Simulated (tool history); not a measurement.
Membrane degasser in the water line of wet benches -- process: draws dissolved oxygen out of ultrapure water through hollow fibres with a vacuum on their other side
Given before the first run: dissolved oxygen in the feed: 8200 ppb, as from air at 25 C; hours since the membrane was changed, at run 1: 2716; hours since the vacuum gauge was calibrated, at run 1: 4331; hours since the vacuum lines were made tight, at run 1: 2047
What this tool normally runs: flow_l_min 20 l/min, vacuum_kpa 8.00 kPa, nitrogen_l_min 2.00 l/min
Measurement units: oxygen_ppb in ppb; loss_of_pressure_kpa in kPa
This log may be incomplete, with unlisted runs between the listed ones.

run,hour,flow_l_min,vacuum_kpa,nitrogen_l_min,hours since the membrane was changed,hours since the vacuum gauge was calibrated,hours since the vacuum lines were made tight,oxygen_ppb,loss_of_pressure_kpa
1,0.0,20,8.00,2.00,2716,4331,2047,159.9,55.49
2,42.2,20,8.00,2.00,2758,4373,2089,161.4,55.49
3,72.9,20,8.00,2.00,2789,4403,2120,158.2,55.53
4,117.9,20,8.00,2.00,2834,4449,2165,156.9,55.94
5,182.6,20,8.00,2.00,2898,4513,2230,159.1,55.51
6,221.9,20,8.00,2.00,2938,4553,2269,156.5,55.37
7,259.8,20,8.00,2.00,2976,4590,2307,156.5,55.69
8,315.4,20,8.00,2.00,3031,4646,2363,160.1,55.67
9,374.9,20,8.00,2.00,3091,4706,2422,158.1,55.69
10,407.5,20,8.00,2.54,3123,4738,2455,136.4,55.49
11,458.7,14,11.60,1.12,3174,4789,2506,252.4,39.02
12,520.6,30,5.83,0.86,3236,4851,2568,322.9,83.71
13,550.1,30,5.83,0.86,3266,4881,2597,326.6,83.40
14,593.5,16,5.83,0.86,3309,4924,2641,133.2,44.68
15,623.2,12,5.83,0.86,3339,4954,2670,92.4,33.44
16,677.8,12,5.83,0.86,3394,5008,2725,92.3,33.21
17,736.3,25,5.83,1.81,3452,5067,2783,173.6,69.60
18,774.2,25,5.83,1.81,3490,5105,2821,174.0,69.75
19,828.8,12,12.57,1.26,3545,5159,2876,217.2,33.41

Consider 4 possible next runs. They are alternatives, not a sequence: every one starts from the tool as it was left by run 19. What does each give?
A,888.0,29,12.57,1.04,3604,5219,2935,?,?
B,888.0,18,12.57,1.26,3604,5219,2935,?,?
C,888.0,12,12.57,3.64,3604,5219,2935,?,?
D,888.0,24,5.58,2.03,3604,5219,2935,?,?

run,oxygen_ppb,loss_of_pressure_kpa
A,651.8,80.69
B,334.1,49.98
C,83.2,33.40
D,145.9,66.99
With the hidden condition removed and each run's random variation left untouched, the same runs would have given:
run,oxygen_ppb,loss_of_pressure_kpa
A,640.0,79.15
B,328.3,49.03
C,81.1,32.76
D,138.0,65.72
